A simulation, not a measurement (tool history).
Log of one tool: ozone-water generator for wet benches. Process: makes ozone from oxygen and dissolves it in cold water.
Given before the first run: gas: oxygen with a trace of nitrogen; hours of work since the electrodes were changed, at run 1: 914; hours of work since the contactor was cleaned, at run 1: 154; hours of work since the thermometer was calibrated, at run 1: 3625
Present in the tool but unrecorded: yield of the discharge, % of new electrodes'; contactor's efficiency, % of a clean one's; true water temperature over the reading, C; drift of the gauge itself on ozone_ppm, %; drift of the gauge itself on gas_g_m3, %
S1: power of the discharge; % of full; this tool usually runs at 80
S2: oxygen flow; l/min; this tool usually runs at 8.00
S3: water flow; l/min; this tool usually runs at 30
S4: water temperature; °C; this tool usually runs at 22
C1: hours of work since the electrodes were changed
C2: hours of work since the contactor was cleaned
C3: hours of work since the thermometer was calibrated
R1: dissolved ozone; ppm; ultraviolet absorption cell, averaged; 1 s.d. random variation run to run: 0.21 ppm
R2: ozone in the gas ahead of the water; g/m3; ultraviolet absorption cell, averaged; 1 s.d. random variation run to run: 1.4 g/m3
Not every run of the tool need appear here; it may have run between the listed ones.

Run 1, hour 0.0: usual settings; C1 914; C2 154; C3 3625. Result: R1 30.2 ppm, R2 264.1 g/m3.
Run 2, hour 31.8: usual settings; C1 941; C2 181; C3 3652. Result: R1 30.3 ppm, R2 267.1 g/m3.
Run 3, hour 66.5: usual settings but S1 52 % of full; C1 970; C2 209; C3 3681. Result: R1 24.2 ppm, R2 214.0 g/m3.
Run 4, hour 124.5: usual settings; C1 1018; C2 258; C3 3729. Result: R1 30.2 ppm, R2 267.2 g/m3.
Run 5, hour 169.4: usual settings; C1 1056; C2 295; C3 3766. Result: R1 30.1 ppm, R2 266.1 g/m3.
Run 6, hour 204.1: usual settings; C1 1085; C2 324; C3 3795. Result: R1 30.3 ppm, R2 264.6 g/m3.
Run 7, hour 263.1: usual settings; C1 1134; C2 374; C3 3845. Result: R1 30.0 ppm, R2 266.0 g/m3.
Run 8, hour 301.7: usual settings; C1 1166; C2 406; C3 3877. Result: R1 30.2 ppm, R2 264.2 g/m3.
Run 9, hour 348.6: usual settings but S1 58 % of full, S4 23 °C; C1 1206; C2 445; C3 3916. Result: R1 25.0 ppm, R2 227.6 g/m3.
At hour 355.6: water thermometer calibrated.
Run 10, hour 379.3: usual settings but S1 58 % of full, S4 23 °C; C1 1231; C2 470; C3 20. Result: R1 25.2 ppm, R2 226.7 g/m3.
Run 11, hour 446.1: usual settings but S1 64 % of full, S2 6.40 l/min, S3 34 l/min, S4 21 °C; C1 1287; C2 526; C3 76. Result: R1 24.2 ppm, R2 265.1 g/m3.
Run 12, hour 512.6: usual settings but S1 73 % of full, S2 12.66 l/min, S3 34 l/min, S4 17 °C; C1 1342; C2 582; C3 131. Result: R1 28.0 ppm, R2 198.3 g/m3.
Run 13, hour 578.6: usual settings but S1 73 % of full, S2 12.66 l/min, S3 34 l/min, S4 21 °C; C1 1397; C2 637; C3 186. Result: R1 25.9 ppm, R2 199.3 g/m3.
Run 14, hour 649.3: usual settings but S1 57 % of full, S2 4.66 l/min, S4 18 °C; C1 1456; C2 696; C3 245. Result: R1 25.6 ppm, R2 294.2 g/m3.
Run 15, hour 719.9: usual settings but S1 57 % of full, S2 4.66 l/min, S3 42 l/min, S4 16 °C; C1 1515; C2 755; C3 304. Result: R1 18.5 ppm, R2 296.0 g/m3.
At hour 750.8: water thermometer calibrated, once more.
Run 16, hour 751.9: usual settings but S1 57 % of full, S2 5.90 l/min, S3 26 l/min, S4 21 °C; C1 1542; C2 781; C3 1. Result: R1 28.5 ppm, R2 260.9 g/m3.

Predict each of these 3 candidate next runs independently; none follows another, all start after run 16:
Run A, hour 796.0: usual settings but S1 90 % of full, S2 13.64 l/min, S3 26 l/min, S4 21 °C; C1 1578; C2 818; C3 38. Result: R1 ?, R2 ?.
Run B, hour 796.0: usual settings but S2 8.01 l/min, S3 40 l/min; C1 1578; C2 818; C3 38. Result: R1 ?, R2 ?.
Run C, hour 796.0: usual settings but S1 57 % of full, S2 5.90 l/min, S3 45 l/min; C1 1578; C2 818; C3 38. Result: R1 ?, R2 ?.

run    R1     R2
  A  33.9  211.4
  B  23.7  265.2
  C  17.5  260.6
Stripped of hidden state, with their random variation kept, the same runs would have yielded:
run    R1     R2
  A  34.9  216.7
  B  24.4  271.4
  C  18.0  265.8
